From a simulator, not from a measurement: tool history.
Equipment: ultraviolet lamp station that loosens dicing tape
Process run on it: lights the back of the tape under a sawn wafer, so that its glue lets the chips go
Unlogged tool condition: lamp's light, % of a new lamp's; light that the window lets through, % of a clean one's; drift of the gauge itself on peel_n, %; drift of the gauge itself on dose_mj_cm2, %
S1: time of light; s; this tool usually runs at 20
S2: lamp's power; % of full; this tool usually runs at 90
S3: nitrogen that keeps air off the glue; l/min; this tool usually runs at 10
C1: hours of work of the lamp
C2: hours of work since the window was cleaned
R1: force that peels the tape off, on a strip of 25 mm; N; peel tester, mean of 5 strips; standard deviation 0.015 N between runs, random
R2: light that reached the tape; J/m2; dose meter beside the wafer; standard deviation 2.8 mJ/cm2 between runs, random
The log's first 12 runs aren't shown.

run	hour	S1	S2	S3	C1	C2	R1	R2
13	278.3	20	90	4	281	281	1.298	3620
14	311.0	20	90	4	306	306	1.332	3580
15	326.1	20	90	10	318	318	0.924	3550
16	359.8	20	90	10	343	343	0.903	3530
17	380.4	20	90	10	359	359	0.926	3520
18	407.8	20	90	10	380	380	0.913	3510
19	437.1	20	90	10	402	402	0.932	3450
20	470.6	20	90	10	428	428	0.966	3400
21	490.3	20	90	18	443	443	0.758	3460
# hour 497.8: window cleaned of glue's vapour
22	518.4	20	90	18	464	16	0.682	3630
23	534.1	22	79	10	476	28	0.918	3500
24	559.0	24	100	11	495	47	0.393	4890
25	591.1	11	90	6	520	71	2.802	1970
26	623.1	25	62	10	544	96	1.250	3070
27	655.6	23	90	5	569	120	0.888	4080
28	691.4	11	89	14	596	148	2.398	1920
29	720.3	13	89	3	618	170	2.917	2250
30	738.3	17	69	4	632	184	2.759	2210

Run 31 comes next. What will it give?
31	764.6	28	75	4	652	204	?	?

{"run 31": {"R1": 1.052, "R2": 3930}}
Minus the tool's unlogged condition, the same run would have read R1 0.756 N, R2 4570 J/m2.

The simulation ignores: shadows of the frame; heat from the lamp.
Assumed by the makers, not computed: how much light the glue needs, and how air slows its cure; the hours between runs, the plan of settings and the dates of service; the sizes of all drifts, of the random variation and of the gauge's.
